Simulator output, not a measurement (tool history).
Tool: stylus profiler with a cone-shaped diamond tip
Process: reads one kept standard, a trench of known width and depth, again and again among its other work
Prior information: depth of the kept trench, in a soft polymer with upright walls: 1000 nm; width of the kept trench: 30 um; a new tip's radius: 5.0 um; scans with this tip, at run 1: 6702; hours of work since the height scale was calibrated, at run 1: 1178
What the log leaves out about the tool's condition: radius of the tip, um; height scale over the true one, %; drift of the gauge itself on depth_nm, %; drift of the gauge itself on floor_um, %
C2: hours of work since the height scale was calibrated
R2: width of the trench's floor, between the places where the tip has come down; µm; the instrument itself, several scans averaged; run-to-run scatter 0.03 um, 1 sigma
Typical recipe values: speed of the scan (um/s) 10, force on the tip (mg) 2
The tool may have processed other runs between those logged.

run 1 hour=0 | speed_of_the_scan_(um/s)=10 force_on_the_tip_(mg)=2 | scans_with_this_tip=6702 C2=1178 | depth_of_the_trench_(nm)=1010.5 R2=23.94
run 2 hour=36.4 | speed_of_the_scan_(um/s)=10 force_on_the_tip_(mg)=3 | scans_with_this_tip=6829 C2=1201 | depth_of_the_trench_(nm)=1013.35 R2=23.99
run 3 hour=84.7 | speed_of_the_scan_(um/s)=10 force_on_the_tip_(mg)=3 | scans_with_this_tip=6997 C2=1230 | depth_of_the_trench_(nm)=1013.38 R2=23.95
run 4 hour=134.3 | speed_of_the_scan_(um/s)=10 force_on_the_tip_(mg)=3 | scans_with_this_tip=7169 C2=1261 | depth_of_the_trench_(nm)=1013.67 R2=23.95
run 5 hour=191.5 | speed_of_the_scan_(um/s)=10 force_on_the_tip_(mg)=3 | scans_with_this_tip=7368 C2=1295 | depth_of_the_trench_(nm)=1013.68 R2=23.97
run 6 hour=250.6 | speed_of_the_scan_(um/s)=10 force_on_the_tip_(mg)=3 | scans_with_this_tip=7573 C2=1332 | depth_of_the_trench_(nm)=1013.84 R2=23.95
run 7 hour=311 | speed_of_the_scan_(um/s)=10 force_on_the_tip_(mg)=3 | scans_with_this_tip=7783 C2=1368 | depth_of_the_trench_(nm)=1013.32 R2=23.91
run 8 hour=339.4 | speed_of_the_scan_(um/s)=10 force_on_the_tip_(mg)=3 | scans_with_this_tip=7881 C2=1386 | depth_of_the_trench_(nm)=1013.79 R2=23.91
run 9 hour=397.4 | speed_of_the_scan_(um/s)=12 force_on_the_tip_(mg)=2 | scans_with_this_tip=8083 C2=1421 | depth_of_the_trench_(nm)=1010 R2=23.88
run 10 hour=430 | speed_of_the_scan_(um/s)=12 force_on_the_tip_(mg)=2 | scans_with_this_tip=8196 C2=1441 | depth_of_the_trench_(nm)=1010.37 R2=23.9
run 11 hour=486.4 | speed_of_the_scan_(um/s)=12 force_on_the_tip_(mg)=2 | scans_with_this_tip=8392 C2=1476 | depth_of_the_trench_(nm)=1010.58 R2=23.9
run 12 hour=550.1 | speed_of_the_scan_(um/s)=10 force_on_the_tip_(mg)=2 | scans_with_this_tip=8613 C2=1515 | depth_of_the_trench_(nm)=1010.36 R2=23.91
run 13 hour=586 | speed_of_the_scan_(um/s)=10 force_on_the_tip_(mg)=2 | scans_with_this_tip=8738 C2=1536 | depth_of_the_trench_(nm)=1010.67 R2=23.96
run 14 hour=621.3 | speed_of_the_scan_(um/s)=7 force_on_the_tip_(mg)=2 | scans_with_this_tip=8861 C2=1558 | depth_of_the_trench_(nm)=1010.49 R2=23.92
run 15 hour=660.1 | speed_of_the_scan_(um/s)=6 force_on_the_tip_(mg)=2 | scans_with_this_tip=8996 C2=1582 | depth_of_the_trench_(nm)=1010.14 R2=24.03
run 16 hour=695.3 | speed_of_the_scan_(um/s)=6 force_on_the_tip_(mg)=2 | scans_with_this_tip=9118 C2=1603 | depth_of_the_trench_(nm)=1009.81 R2=23.95
run 17 hour=749.3 | speed_of_the_scan_(um/s)=6 force_on_the_tip_(mg)=2 | scans_with_this_tip=9306 C2=1636 | depth_of_the_trench_(nm)=1010.32 R2=23.94
run 18 hour=806.2 | speed_of_the_scan_(um/s)=7 force_on_the_tip_(mg)=2 | scans_with_this_tip=9503 C2=1671 | depth_of_the_trench_(nm)=1010.47 R2=23.99
run 19 hour=865.6 | speed_of_the_scan_(um/s)=10 force_on_the_tip_(mg)=2 | scans_with_this_tip=9709 C2=1707 | depth_of_the_trench_(nm)=1010.27 R2=23.89
run 20 hour=895.8 | speed_of_the_scan_(um/s)=10 force_on_the_tip_(mg)=2 | scans_with_this_tip=9814 C2=1726 | depth_of_the_trench_(nm)=1010.37 R2=23.9
run 21 hour=924.2 | speed_of_the_scan_(um/s)=10 force_on_the_tip_(mg)=2 | scans_with_this_tip=9913 C2=1743 | depth_of_the_trench_(nm)=1010.55 R2=23.98
run 22 hour=970 | speed_of_the_scan_(um/s)=10 force_on_the_tip_(mg)=0.79 | scans_with_this_tip=10072 C2=1771 | depth_of_the_trench_(nm)=1005.46 R2=23.93
run 23 hour=1027 | speed_of_the_scan_(um/s)=6 force_on_the_tip_(mg)=1.6 | scans_with_this_tip=10270 C2=1806 | depth_of_the_trench_(nm)=1008.83 R2=23.89
run 24 hour=1069.6 | speed_of_the_scan_(um/s)=6 force_on_the_tip_(mg)=1.6 | scans_with_this_tip=10418 C2=1832 | depth_of_the_trench_(nm)=1008.92 R2=24.03
run 25 hour=1127.2 | speed_of_the_scan_(um/s)=5 force_on_the_tip_(mg)=2.23 | scans_with_this_tip=10618 C2=1867 | depth_of_the_trench_(nm)=1010.89 R2=23.91
run 26 hour=1161.4 | speed_of_the_scan_(um/s)=5 force_on_the_tip_(mg)=2.23 | scans_with_this_tip=10737 C2=1888 | depth_of_the_trench_(nm)=1010.62 R2=24.01
run 27 hour=1222.9 | speed_of_the_scan_(um/s)=16 force_on_the_tip_(mg)=0.68 | scans_with_this_tip=10951 C2=1926 | depth_of_the_trench_(nm)=1004.74 R2=23.82
run 28 hour=1256.7 | speed_of_the_scan_(um/s)=16 force_on_the_tip_(mg)=0.68 | scans_with_this_tip=11068 C2=1946 | depth_of_the_trench_(nm)=1004.92 R2=23.78
run 29 hour=1305.4 | speed_of_the_scan_(um/s)=6 force_on_the_tip_(mg)=1.99 | scans_with_this_tip=11237 C2=1976 | depth_of_the_trench_(nm)=1010.33 R2=23.97
run 30 hour=1352.7 | speed_of_the_scan_(um/s)=6 force_on_the_tip_(mg)=1.99 | scans_with_this_tip=11402 C2=2005 | depth_of_the_trench_(nm)=1010.27 R2=24.01
run 31 hour=1388.4 | speed_of_the_scan_(um/s)=4 force_on_the_tip_(mg)=0.86 | scans_with_this_tip=11526 C2=2027 | depth_of_the_trench_(nm)=1006.03 R2=23.95
run 32 hour=1448.2 | speed_of_the_scan_(um/s)=4 force_on_the_tip_(mg)=0.86 | scans_with_this_tip=11733 C2=2063 | depth_of_the_trench_(nm)=1006.14 R2=23.95
run 33 hour=1481.5 | speed_of_the_scan_(um/s)=4 force_on_the_tip_(mg)=0.86 | scans_with_this_tip=11849 C2=2083 | depth_of_the_trench_(nm)=1005.76 R2=23.96
run 34 hour=1534.3 | speed_of_the_scan_(um/s)=6 force_on_the_tip_(mg)=1.7 | scans_with_this_tip=12032 C2=2116 | depth_of_the_trench_(nm)=1009.26 R2=23.9
-- hour=1548.1 height scale calibrated on a step standard
run 35 hour=1560.7 | speed_of_the_scan_(um/s)=6 force_on_the_tip_(mg)=1.7 | scans_with_this_tip=12122 C2=8 | depth_of_the_trench_(nm)=1009.6 R2=23.95
run 36 hour=1603.3 | speed_of_the_scan_(um/s)=4 force_on_the_tip_(mg)=1.72 | scans_with_this_tip=12270 C2=34 | depth_of_the_trench_(nm)=1009.35 R2=23.98
run 37 hour=1661 | speed_of_the_scan_(um/s)=4 force_on_the_tip_(mg)=1.72 | scans_with_this_tip=12471 C2=69 | depth_of_the_trench_(nm)=1009.54 R2=23.99

Across each entry between runs, compare the hidden state at the last listed run before it with the hidden state at the first listed run after it:
Logged between run 34 and run 35: height scale calibrated on a step standard (hour 1548.1)
  height scale over the true one, %: -0.001 -> 0

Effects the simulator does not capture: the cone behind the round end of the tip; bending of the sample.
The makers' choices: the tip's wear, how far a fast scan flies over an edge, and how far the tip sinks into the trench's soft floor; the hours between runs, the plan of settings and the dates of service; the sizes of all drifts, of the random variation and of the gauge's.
